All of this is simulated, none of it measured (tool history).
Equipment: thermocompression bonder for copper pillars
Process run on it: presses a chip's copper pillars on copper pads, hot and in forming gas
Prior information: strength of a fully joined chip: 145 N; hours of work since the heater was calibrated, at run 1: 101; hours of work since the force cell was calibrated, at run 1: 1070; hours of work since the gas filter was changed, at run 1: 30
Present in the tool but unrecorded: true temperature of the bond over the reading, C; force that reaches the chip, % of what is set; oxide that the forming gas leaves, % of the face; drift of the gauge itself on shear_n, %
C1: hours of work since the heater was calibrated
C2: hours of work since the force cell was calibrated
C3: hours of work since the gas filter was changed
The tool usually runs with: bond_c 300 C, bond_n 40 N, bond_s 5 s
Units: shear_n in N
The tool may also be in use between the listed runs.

{"run": 1, "hour": 0.0, "bond_c": 300, "bond_n": 40, "bond_s": 5, "C1": 101, "C2": 1070, "C3": 30, "shear_n": 77.2}
{"run": 2, "hour": 29.3, "bond_c": 299, "bond_n": 40, "bond_s": 5, "C1": 118, "C2": 1087, "C3": 47, "shear_n": 77.8}
{"run": 3, "hour": 82.3, "bond_c": 299, "bond_n": 40, "bond_s": 3, "C1": 150, "C2": 1118, "C3": 78, "shear_n": 61.8}
{"run": 4, "hour": 143.9, "bond_c": 299, "bond_n": 40, "bond_s": 3, "C1": 186, "C2": 1154, "C3": 114, "shear_n": 62.9}
{"run": 5, "hour": 206.3, "bond_c": 299, "bond_n": 40, "bond_s": 3, "C1": 223, "C2": 1191, "C3": 151, "shear_n": 63.4}
{"run": 6, "hour": 260.8, "bond_c": 300, "bond_n": 25, "bond_s": 5, "C1": 255, "C2": 1223, "C3": 183, "shear_n": 47.2}
{"run": 7, "hour": 307.5, "bond_c": 300, "bond_n": 25, "bond_s": 5, "C1": 282, "C2": 1251, "C3": 211, "shear_n": 47.6}
{"run": 8, "hour": 359.5, "bond_c": 300, "bond_n": 40, "bond_s": 4, "C1": 313, "C2": 1281, "C3": 241, "shear_n": 68.2}
{"run": 9, "hour": 402.9, "bond_c": 300, "bond_n": 40, "bond_s": 4, "C1": 338, "C2": 1307, "C3": 267, "shear_n": 65.1}
{"hour": 448.9, "done": "forming gas filter changed"}
{"run": 10, "hour": 465.1, "bond_c": 300, "bond_n": 59, "bond_s": 5, "C1": 375, "C2": 1343, "C3": 9, "shear_n": 106.7}
{"run": 11, "hour": 527.2, "bond_c": 300, "bond_n": 59, "bond_s": 5, "C1": 411, "C2": 1380, "C3": 46, "shear_n": 105.9}
{"run": 12, "hour": 563.7, "bond_c": 300, "bond_n": 59, "bond_s": 5, "C1": 433, "C2": 1401, "C3": 68, "shear_n": 104.7}
{"run": 13, "hour": 592.2, "bond_c": 300, "bond_n": 59, "bond_s": 5, "C1": 449, "C2": 1418, "C3": 84, "shear_n": 103.8}
{"run": 14, "hour": 634.9, "bond_c": 300, "bond_n": 31, "bond_s": 5, "C1": 475, "C2": 1443, "C3": 109, "shear_n": 61.8}
{"run": 15, "hour": 694.8, "bond_c": 300, "bond_n": 40, "bond_s": 5, "C1": 510, "C2": 1478, "C3": 145, "shear_n": 76.4}
{"run": 16, "hour": 737.5, "bond_c": 300, "bond_n": 40, "bond_s": 5, "C1": 535, "C2": 1503, "C3": 170, "shear_n": 77.6}
{"run": 17, "hour": 770.7, "bond_c": 278, "bond_n": 40, "bond_s": 5, "C1": 554, "C2": 1523, "C3": 189, "shear_n": 57.0}
{"run": 18, "hour": 799.5, "bond_c": 319, "bond_n": 40, "bond_s": 5, "C1": 571, "C2": 1540, "C3": 206, "shear_n": 91.5}
{"run": 19, "hour": 862.1, "bond_c": 321, "bond_n": 40, "bond_s": 5, "C1": 608, "C2": 1577, "C3": 243, "shear_n": 92.4}
{"run": 20, "hour": 918.4, "bond_c": 321, "bond_n": 40, "bond_s": 5, "C1": 641, "C2": 1610, "C3": 276, "shear_n": 92.1}
{"hour": 948.9, "done": "forming gas filter changed"}
{"hour": 959.2, "done": "force cell calibrated"}
{"run": 21, "hour": 975.2, "bond_c": 321, "bond_n": 40, "bond_s": 9, "C1": 674, "C2": 9, "C3": 15, "shear_n": 117.2}
{"run": 22, "hour": 1030.4, "bond_c": 300, "bond_n": 40, "bond_s": 9, "C1": 706, "C2": 42, "C3": 47, "shear_n": 100.8}
{"run": 23, "hour": 1071.8, "bond_c": 327, "bond_n": 40, "bond_s": 9, "C1": 731, "C2": 66, "C3": 71, "shear_n": 119.3}
{"run": 24, "hour": 1116.3, "bond_c": 326, "bond_n": 37, "bond_s": 5, "C1": 757, "C2": 92, "C3": 98, "shear_n": 100.3}
{"run": 25, "hour": 1159.3, "bond_c": 271, "bond_n": 40, "bond_s": 5, "C1": 782, "C2": 118, "C3": 123, "shear_n": 57.1}
{"run": 26, "hour": 1188.5, "bond_c": 300, "bond_n": 46, "bond_s": 5, "C1": 799, "C2": 135, "C3": 140, "shear_n": 92.1}
{"hour": 1223.2, "done": "force cell calibrated, once more"}
{"hour": 1253.5, "done": "heater calibrated with a thermocouple chip"}
{"run": 27, "hour": 1253.8, "bond_c": 300, "bond_n": 46, "bond_s": 5, "C1": 0, "C2": 17, "C3": 177, "shear_n": 81.0}
{"run": 28, "hour": 1304.8, "bond_c": 310, "bond_n": 53, "bond_s": 5, "C1": 30, "C2": 47, "C3": 207, "shear_n": 96.4}
{"run": 29, "hour": 1361.5, "bond_c": 293, "bond_n": 40, "bond_s": 3, "C1": 64, "C2": 80, "C3": 240, "shear_n": 53.7}
{"run": 30, "hour": 1392.5, "bond_c": 293, "bond_n": 40, "bond_s": 3, "C1": 82, "C2": 98, "C3": 258, "shear_n": 54.7}
{"hour": 1453.5, "done": "forming gas filter changed"}
{"run": 31, "hour": 1460.8, "bond_c": 293, "bond_n": 40, "bond_s": 3, "C1": 122, "C2": 138, "C3": 4, "shear_n": 58.7}
{"run": 32, "hour": 1519.7, "bond_c": 325, "bond_n": 40, "bond_s": 5, "C1": 156, "C2": 173, "C3": 39, "shear_n": 98.8}
{"run": 33, "hour": 1553.4, "bond_c": 300, "bond_n": 40, "bond_s": 9, "C1": 176, "C2": 193, "C3": 59, "shear_n": 92.3}
{"run": 34, "hour": 1588.8, "bond_c": 287, "bond_n": 27, "bond_s": 12, "C1": 197, "C2": 214, "C3": 80, "shear_n": 62.0}
{"run": 35, "hour": 1619.1, "bond_c": 300, "bond_n": 50, "bond_s": 3, "C1": 215, "C2": 232, "C3": 97, "shear_n": 78.7}
{"run": 36, "hour": 1679.8, "bond_c": 320, "bond_n": 40, "bond_s": 5, "C1": 251, "C2": 267, "C3": 133, "shear_n": 93.0}
{"run": 37, "hour": 1716.1, "bond_c": 300, "bond_n": 50, "bond_s": 5, "C1": 272, "C2": 289, "C3": 155, "shear_n": 87.7}
{"run": 38, "hour": 1758.1, "bond_c": 300, "bond_n": 40, "bond_s": 8, "C1": 297, "C2": 313, "C3": 179, "shear_n": 86.3}
{"run": 39, "hour": 1805.4, "bond_c": 280, "bond_n": 40, "bond_s": 4, "C1": 325, "C2": 341, "C3": 207, "shear_n": 53.0}

For some of the steps in shear_n from one run to the next: how much would appear even if the tool had no hidden state, given the settings, what came in and random variation, and how much remains for the hidden state plus any gauge scatter that the measured result and the result without hidden state don't share?
Run 9 -> 10: bond_n 40 -> 59, bond_s 4 -> 5, forming gas filter changed. shear_n +41.6 N: hidden state +6.9, all else +34.7.
Run 13 -> 14: bond_n 59 -> 31. shear_n -42.0 N: hidden state +0.2, all else -42.2.
Run 20 -> 21: bond_s 5 -> 9, forming gas filter changed, force cell calibrated. shear_n +25.1 N: hidden state +10.5, all else +14.6.
Run 24 -> 25: bond_c 326 -> 271, bond_n 37 -> 40. shear_n -43.2 N: hidden state -0.4, all else -42.8.
Run 26 -> 27: force cell calibrated, once more, heater calibrated with a thermocouple chip. shear_n -11.1 N: hidden state -10.1, all else -1.0.
Run 28 -> 29: bond_c 310 -> 293, bond_n 53 -> 40, bond_s 5 -> 3. shear_n -42.7 N: hidden state +2.3, all else -45.0.
